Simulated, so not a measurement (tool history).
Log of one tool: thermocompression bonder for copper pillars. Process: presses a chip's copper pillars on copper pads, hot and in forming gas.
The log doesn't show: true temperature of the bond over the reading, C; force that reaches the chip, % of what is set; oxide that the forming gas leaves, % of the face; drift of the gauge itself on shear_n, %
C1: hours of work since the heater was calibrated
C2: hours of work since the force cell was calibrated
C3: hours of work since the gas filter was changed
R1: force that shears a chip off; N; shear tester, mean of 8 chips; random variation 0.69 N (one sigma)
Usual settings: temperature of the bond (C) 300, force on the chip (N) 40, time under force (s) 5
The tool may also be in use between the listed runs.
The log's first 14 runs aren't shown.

{"run": 15, "day": 26.567, "temperature of the bond (C)": 300, "force on the chip (N)": 40, "time under force (s)": 12, "C1": 1260, "C2": 1260, "C3": 235, "R1": 70.6}
{"run": 16, "day": 28.238, "temperature of the bond (C)": 300, "force on the chip (N)": 40, "time under force (s)": 11, "C1": 1281, "C2": 1281, "C3": 256, "R1": 68.4}
{"day": 28.488, "done": "forming gas filter changed"}
{"run": 17, "day": 31.238, "temperature of the bond (C)": 300, "force on the chip (N)": 25, "time under force (s)": 5, "C1": 1319, "C2": 1319, "C3": 35, "R1": 43}
{"run": 18, "day": 33.717, "temperature of the bond (C)": 300, "force on the chip (N)": 25, "time under force (s)": 5, "C1": 1350, "C2": 1350, "C3": 66, "R1": 42}
{"run": 19, "day": 36.708, "temperature of the bond (C)": 300, "force on the chip (N)": 25, "time under force (s)": 4, "C1": 1387, "C2": 1387, "C3": 103, "R1": 38.1}
{"run": 20, "day": 38.9, "temperature of the bond (C)": 300, "force on the chip (N)": 25, "time under force (s)": 4, "C1": 1415, "C2": 1415, "C3": 131, "R1": 37.9}
{"run": 21, "day": 41.117, "temperature of the bond (C)": 286, "force on the chip (N)": 47, "time under force (s)": 9, "C1": 1443, "C2": 1443, "C3": 159, "R1": 55.4}
{"run": 22, "day": 43.417, "temperature of the bond (C)": 287, "force on the chip (N)": 25, "time under force (s)": 8, "C1": 1472, "C2": 1472, "C3": 188, "R1": 39}
{"run": 23, "day": 45.762, "temperature of the bond (C)": 287, "force on the chip (N)": 25, "time under force (s)": 8, "C1": 1501, "C2": 1501, "C3": 217, "R1": 39.3}
{"run": 24, "day": 47.396, "temperature of the bond (C)": 275, "force on the chip (N)": 25, "time under force (s)": 5, "C1": 1522, "C2": 1522, "C3": 238, "R1": 26.6}
{"day": 48.512, "done": "force cell calibrated"}
{"run": 25, "day": 48.858, "temperature of the bond (C)": 275, "force on the chip (N)": 25, "time under force (s)": 5, "C1": 1539, "C2": 4, "C3": 255, "R1": 26.8}
{"day": 49.025, "done": "forming gas filter changed"}
{"day": 50.421, "done": "heater calibrated with a thermocouple chip"}
{"run": 26, "day": 51.025, "temperature of the bond (C)": 296, "force on the chip (N)": 44, "time under force (s)": 13, "C1": 8, "C2": 30, "C3": 24, "R1": 83}
{"run": 27, "day": 52.329, "temperature of the bond (C)": 289, "force on the chip (N)": 40, "time under force (s)": 14, "C1": 24, "C2": 47, "C3": 40, "R1": 76.5}
{"run": 28, "day": 53.9, "temperature of the bond (C)": 282, "force on the chip (N)": 52, "time under force (s)": 6, "C1": 44, "C2": 66, "C3": 60, "R1": 58.1}
{"run": 29, "day": 55.217, "temperature of the bond (C)": 271, "force on the chip (N)": 25, "time under force (s)": 10, "C1": 60, "C2": 83, "C3": 77, "R1": 43.8}
{"run": 30, "day": 57.204, "temperature of the bond (C)": 292, "force on the chip (N)": 46, "time under force (s)": 6, "C1": 85, "C2": 108, "C3": 102, "R1": 62.3}
{"run": 31, "day": 59.979, "temperature of the bond (C)": 317, "force on the chip (N)": 46, "time under force (s)": 3, "C1": 120, "C2": 143, "C3": 137, "R1": 65.1}
{"run": 32, "day": 61.554, "temperature of the bond (C)": 272, "force on the chip (N)": 43, "time under force (s)": 6, "C1": 140, "C2": 163, "C3": 156, "R1": 45}
{"run": 33, "day": 64.392, "temperature of the bond (C)": 286, "force on the chip (N)": 46, "time under force (s)": 3, "C1": 176, "C2": 198, "C3": 192, "R1": 43.7}
{"run": 34, "day": 66.117, "temperature of the bond (C)": 300, "force on the chip (N)": 43, "time under force (s)": 12, "C1": 197, "C2": 220, "C3": 214, "R1": 82.4}
{"run": 35, "day": 68.308, "temperature of the bond (C)": 301, "force on the chip (N)": 37, "time under force (s)": 12, "C1": 225, "C2": 247, "C3": 241, "R1": 77.6}
{"day": 69.612, "done": "forming gas filter changed"}
{"run": 36, "day": 71.333, "temperature of the bond (C)": 301, "force on the chip (N)": 43, "time under force (s)": 12, "C1": 263, "C2": 285, "C3": 22, "R1": 84.1}
{"run": 37, "day": 73.662, "temperature of the bond (C)": 301, "force on the chip (N)": 43, "time under force (s)": 12, "C1": 292, "C2": 314, "C3": 51, "R1": 81.3}
{"run": 38, "day": 76.067, "temperature of the bond (C)": 279, "force on the chip (N)": 54, "time under force (s)": 15, "C1": 322, "C2": 345, "C3": 81, "R1": 75.3}
{"run": 39, "day": 79.083, "temperature of the bond (C)": 292, "force on the chip (N)": 40, "time under force (s)": 4, "C1": 360, "C2": 383, "C3": 119, "R1": 49.3}

Forecast each of these 3 alternatives for the next run:
{"run": "A", "day": 81.308, "temperature of the bond (C)": 292, "force on the chip (N)": 31, "time under force (s)": 11, "C1": 388, "C2": 411, "C3": 147, "R1": "?"}
{"run": "B", "day": 81.308, "temperature of the bond (C)": 322, "force on the chip (N)": 33, "time under force (s)": 3, "C1": 388, "C2": 411, "C3": 147, "R1": "?"}
{"run": "C", "day": 81.308, "temperature of the bond (C)": 322, "force on the chip (N)": 44, "time under force (s)": 4, "C1": 388, "C2": 411, "C3": 147, "R1": "?"}

run=A R1=62.7
run=B R1=57.8
run=C R1=72.8
Without the tool's hidden state the same runs would have given:
run=A R1=66.9
run=B R1=61.5
run=C R1=77
